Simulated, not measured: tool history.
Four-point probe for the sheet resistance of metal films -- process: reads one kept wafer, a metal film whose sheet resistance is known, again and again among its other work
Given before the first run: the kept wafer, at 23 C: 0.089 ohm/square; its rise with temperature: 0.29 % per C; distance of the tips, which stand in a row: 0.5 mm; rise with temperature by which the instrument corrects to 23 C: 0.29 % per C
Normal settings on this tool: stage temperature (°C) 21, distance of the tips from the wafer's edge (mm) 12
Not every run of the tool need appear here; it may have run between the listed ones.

run	hour	stage temperature (°C)	distance of the tips from the wafer's edge (mm)	sheet resistance as the instrument gives it (ohm/square)
1	0.0	21	12	0.089793
2	11.5	21	12	0.089790
3	24.1	21	12	0.089823
4	35.2	21	3	0.091076
5	41.7	21	3	0.091071
6	49.9	21	3	0.091042
7	60.7	21	8	0.089922
8	70.2	21	12	0.089842
9	80.1	21	12	0.089823
10	90.1	21	9	0.089904
11	104.1	21	9	0.089897
12	117.7	25	9	0.089889
13	133.1	21	7	0.090028
14	145.8	21	7	0.090028
15	157.6	21	7	0.090023
16	165.1	24	42	0.089830
17	174.6	23	65	0.089820
18	183.7	34	65	0.089815
19	198.9	34	5	0.090291
20	205.8	30	5	0.090302
21	215.9	25	17	0.089874
22	224.0	22	56	0.089876
23	234.4	31	38	0.089819
24	243.7	33	6	0.090192
25	254.4	32	31	0.089821
26	260.9	32	31	0.089860
27	270.8	32	31	0.089848
28	281.8	19	12	0.089895
29	292.8	19	12	0.089958
30	303.0	19	12	0.089953

Measured minus without-hidden-state, run by run (identical run-to-run variation in each term; gauge scatter may differ):
The tool's hidden condition here consists of: inner tips' distance over the nominal, %; tips' flats over new ones', %; wafer's true temperature over the reading, C; drift of the gauge itself on sheet_ohm, %.
run	sheet resistance as the instrument gives it (ohm/square)
1	+0.000716
2	+0.000722
3	+0.000727
4	+0.000741
5	+0.000744
6	+0.000748
7	+0.000743
8	+0.000747
9	+0.000751
10	+0.000756
11	+0.000762
12	+0.000767
13	+0.000775
14	+0.000781
15	+0.000786
16	+0.000787
17	+0.000791
18	+0.000795
19	+0.000806
20	+0.000809
21	+0.000810
22	+0.000813
23	+0.000817
24	+0.000824
25	+0.000825
26	+0.000828
27	+0.000831
28	+0.000835
29	+0.000842
30	+0.000846
